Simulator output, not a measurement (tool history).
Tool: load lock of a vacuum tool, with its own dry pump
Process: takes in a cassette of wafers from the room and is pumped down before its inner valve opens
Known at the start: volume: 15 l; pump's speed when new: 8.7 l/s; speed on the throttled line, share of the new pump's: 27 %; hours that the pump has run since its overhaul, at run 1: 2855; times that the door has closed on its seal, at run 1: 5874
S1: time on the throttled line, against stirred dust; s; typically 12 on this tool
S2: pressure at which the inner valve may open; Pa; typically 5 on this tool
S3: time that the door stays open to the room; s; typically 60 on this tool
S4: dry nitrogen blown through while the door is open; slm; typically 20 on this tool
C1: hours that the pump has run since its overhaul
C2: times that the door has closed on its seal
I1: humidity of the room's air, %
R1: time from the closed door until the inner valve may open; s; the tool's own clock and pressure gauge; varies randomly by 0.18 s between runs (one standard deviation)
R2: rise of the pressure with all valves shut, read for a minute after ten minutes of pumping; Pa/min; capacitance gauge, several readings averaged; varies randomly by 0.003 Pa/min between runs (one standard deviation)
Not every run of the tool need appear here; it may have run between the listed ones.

| run | hour | S1 | S2 | S3 | S4 | C1 | C2 | I1 | R1 | R2 |
|---|---|---|---|---|---|---|---|---|---|---|
| 1 | 0.0 | 12 | 5 | 60 | 20 | 2855 | 5874 | 49.2 | 27.0 | 0.058 |
| 2 | 245.6 | 12 | 5 | 60 | 20 | 3101 | 6192 | 46.1 | 26.9 | 0.056 |
| 3 | 480.7 | 12 | 5 | 60 | 20 | 3336 | 6496 | 45.3 | 26.9 | 0.062 |
| 4 | 723.4 | 12 | 6 | 60 | 20 | 3579 | 6810 | 42.9 | 26.6 | 0.059 |
| 5 | 928.1 | 12 | 6 | 60 | 20 | 3784 | 7075 | 42.6 | 27.3 | 0.059 |
| 6 | 1212.8 | 12 | 5 | 60 | 20 | 4068 | 7444 | 42.0 | 27.2 | 0.058 |
| 7 | 1418.3 | 12 | 5 | 60 | 20 | 4274 | 7710 | 48.2 | 27.2 | 0.067 |
| 8 | 1690.5 | 12 | 5 | 60 | 20 | 4546 | 8062 | 47.6 | 27.3 | 0.064 |
| 9 | 1961.6 | 11 | 4 | 60 | 20 | 4817 | 8413 | 43.4 | 27.2 | 0.061 |
| 10 | 2223.6 | 14 | 5 | 60 | 20 | 5079 | 8752 | 44.2 | 29.0 | 0.065 |
| 11 | 2481.8 | 7 | 5 | 27 | 32 | 5337 | 9086 | 45.8 | 24.6 | 0.057 |
| 12 | 2736.6 | 7 | 5 | 27 | 32 | 5592 | 9415 | 46.2 | 24.5 | 0.053 |
| 13 | 2965.0 | 7 | 5 | 234 | 42 | 5820 | 9711 | 44.3 | 24.3 | 0.076 |
| 14 | 3147.2 | 7 | 5 | 234 | 42 | 6003 | 9947 | 43.8 | 24.5 | 0.079 |
| 15 | 3285.7 | 21 | 10 | 61 | 23 | 6141 | 10126 | 46.0 | 32.7 | 0.070 |

How would selected steps in R1 from run to run divide? Give the signed amount a tool lacking its hidden state would still show from settings, what came in and random variation, and the signed amount left for the hidden state, including any gauge scatter that is not in both of the compared results.
What the log doesn't record here: pump's speed, % of a new pump's; leak at the door's seal, Pa l/s; drift of the gauge itself on ready_s, %; drift of the gauge itself on rise_pa_min, %.
Run 14 -> 15: S1 7 -> 21, S2 5 -> 10, S3 234 -> 61, S4 42 -> 23. R1 +8.2 s: hidden state -0.8, all else +9.0.
